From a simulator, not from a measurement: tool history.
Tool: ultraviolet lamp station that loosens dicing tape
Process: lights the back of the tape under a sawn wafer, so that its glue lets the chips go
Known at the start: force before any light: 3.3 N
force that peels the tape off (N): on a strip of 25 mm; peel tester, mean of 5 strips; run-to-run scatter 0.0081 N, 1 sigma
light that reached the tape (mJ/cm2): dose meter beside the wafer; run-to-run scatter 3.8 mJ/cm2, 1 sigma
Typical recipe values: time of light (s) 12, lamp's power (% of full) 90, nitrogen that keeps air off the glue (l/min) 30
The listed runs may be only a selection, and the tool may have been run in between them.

run,hour,time of light (s),lamp's power (% of full),nitrogen that keeps air off the glue (l/min),force that peels the tape off (N),light that reached the tape (mJ/cm2)
1,0.0,12,90,30,0.451,531
# hour 13.3: window cleaned of glue's vapour
2,28.1,12,90,30,0.503,484
3,76.4,12,90,30,0.512,489
4,118.4,12,90,30,0.542,487
5,163.7,12,90,30,0.540,482
6,217.0,12,90,30,0.553,474
# hour 231.6: window cleaned of glue's vapour, once more
7,261.9,12,90,30,0.364,591
8,297.4,12,90,30,0.372,587
9,325.9,12,90,30,0.382,585
10,375.6,12,90,30,0.394,580
11,416.7,12,90,53,0.261,571
12,468.5,12,90,53,0.284,573
13,510.2,12,90,15,0.619,565
14,534.3,12,90,15,0.637,564
15,560.8,12,90,15,0.618,566
16,586.5,12,90,48,0.304,559
17,626.7,16,69,48,0.294,575
18,659.6,16,69,48,0.304,558
19,714.2,7,90,30,0.984,324
20,762.7,8,90,15,1.070,364
21,811.4,9,63,11,1.532,287
22,843.4,9,63,11,1.587,283
23,898.2,23,65,28,0.241,739
24,944.7,12,64,43,0.651,384
25,991.6,12,64,43,0.675,371
26,1017.8,13,93,54,0.263,590
27,1052.6,13,93,54,0.261,591
28,1091.5,12,73,30,0.660,423
29,1114.7,10,77,30,0.802,370
30,1152.2,12,90,60,0.321,514
31,1203.0,12,62,30,0.851,351
32,1248.7,12,62,30,0.863,347

3 ways to go on from here, each from the tool as it stands after run 32. What would each give?
A,1273.2,10,66,30,?,?
B,1273.2,15,68,10,?,?
C,1273.2,12,65,30,?,?

run,force that peels the tape off (N),light that reached the tape (mJ/cm2)
A,0.972,309
B,1.036,475
C,0.794,364
With the hidden condition removed and each run's random variation left untouched, the same runs would have given:
run,force that peels the tape off (N),light that reached the tape (mJ/cm2)
A,0.713,391
B,0.758,604
C,0.556,463
